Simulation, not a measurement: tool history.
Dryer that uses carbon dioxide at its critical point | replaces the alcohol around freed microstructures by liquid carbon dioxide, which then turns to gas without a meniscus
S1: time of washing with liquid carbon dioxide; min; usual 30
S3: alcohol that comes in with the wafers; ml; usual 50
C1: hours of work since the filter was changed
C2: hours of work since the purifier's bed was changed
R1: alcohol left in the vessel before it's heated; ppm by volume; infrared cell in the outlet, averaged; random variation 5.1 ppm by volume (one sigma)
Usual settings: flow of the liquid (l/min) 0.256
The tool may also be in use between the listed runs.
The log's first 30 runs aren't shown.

Run 31, hour 527.6: usual settings but S1 37 min; C1 199; C2 388. Result: R1 189 ppm by volume.
Run 32, hour 546.2: usual settings but S1 37 min; C1 212; C2 401. Result: R1 200 ppm by volume.
Run 33, hour 563: usual settings but S1 24 min, S3 95 ml; C1 224; C2 413. Result: R1 887 ppm by volume.
Run 34, hour 575.1: usual settings but S1 19 min, S3 59 ml; C1 233; C2 422. Result: R1 1441 ppm by volume.
Run 35, hour 591.7: usual settings but S1 18 min, flow of the liquid (l/min) 0.408, S3 55 ml; C1 245; C2 434. Result: R1 367 ppm by volume.
Run 36, hour 615.9: usual settings but S1 25 min, flow of the liquid (l/min) 0.367, S3 23 ml; C1 263; C2 452. Result: R1 214 ppm by volume.
Run 37, hour 638: usual settings but S1 26 min, flow of the liquid (l/min) 0.207, S3 107 ml; C1 279; C2 468. Result: R1 1954 ppm by volume.
Run 38, hour 654.6: usual settings but S1 29 min, flow of the liquid (l/min) 0.199, S3 31 ml; C1 291; C2 480. Result: R1 621 ppm by volume.
Run 39, hour 668.9: usual settings but S1 42 min, flow of the liquid (l/min) 0.273; C1 301; C2 490. Result: R1 228 ppm by volume.
At hour 676.7: inlet filter changed.
Run 40, hour 688.3: usual settings but S1 21 min, flow of the liquid (l/min) 0.187, S3 24 ml; C1 8; C2 503. Result: R1 923 ppm by volume.
Run 41, hour 699.3: usual settings but S1 33 min, flow of the liquid (l/min) 0.181, S3 31 ml; C1 16; C2 511. Result: R1 364 ppm by volume.
Run 42, hour 711.2: usual settings but flow of the liquid (l/min) 0.193, S3 20 ml; C1 25; C2 520. Result: R1 334 ppm by volume.
Run 43, hour 726.3: usual settings but S1 42 min, S3 27 ml; C1 36; C2 531. Result: R1 223 ppm by volume.
Run 44, hour 746.5: usual settings but S1 42 min, flow of the liquid (l/min) 0.162, S3 21 ml; C1 51; C2 545. Result: R1 293 ppm by volume.
Run 45, hour 769.5: usual settings but flow of the liquid (l/min) 0.274, S3 97 ml; C1 67; C2 562. Result: R1 319 ppm by volume.
Run 46, hour 780.7: usual settings but S1 46 min, flow of the liquid (l/min) 0.178, S3 23 ml; C1 75; C2 570. Result: R1 276 ppm by volume.
Run 47, hour 799.7: usual settings but S1 46 min, flow of the liquid (l/min) 0.178, S3 23 ml; C1 89; C2 584. Result: R1 279 ppm by volume.

4 ways to go on from here, each from the tool as it stands after run 47. What would each give?
Run A, hour 817.4: usual settings but S1 43 min, flow of the liquid (l/min) 0.166; C1 102; C2 597. Result: R1 ?.
Run B, hour 817.4: usual settings but S1 25 min, flow of the liquid (l/min) 0.178, S3 23 ml; C1 102; C2 597. Result: R1 ?.
Run C, hour 817.4: usual settings but S3 37 ml; C1 102; C2 597. Result: R1 ?.
Run D, hour 817.4: usual settings but S1 46 min, flow of the liquid (l/min) 0.178, S3 22 ml; C1 102; C2 597. Result: R1 ?.

run   R1
  A  368
  B  801
  C  321
  D  282
Without the tool's hidden state the same runs would have given:
run   R1
  A   78
  B  416
  C   43
  D   17

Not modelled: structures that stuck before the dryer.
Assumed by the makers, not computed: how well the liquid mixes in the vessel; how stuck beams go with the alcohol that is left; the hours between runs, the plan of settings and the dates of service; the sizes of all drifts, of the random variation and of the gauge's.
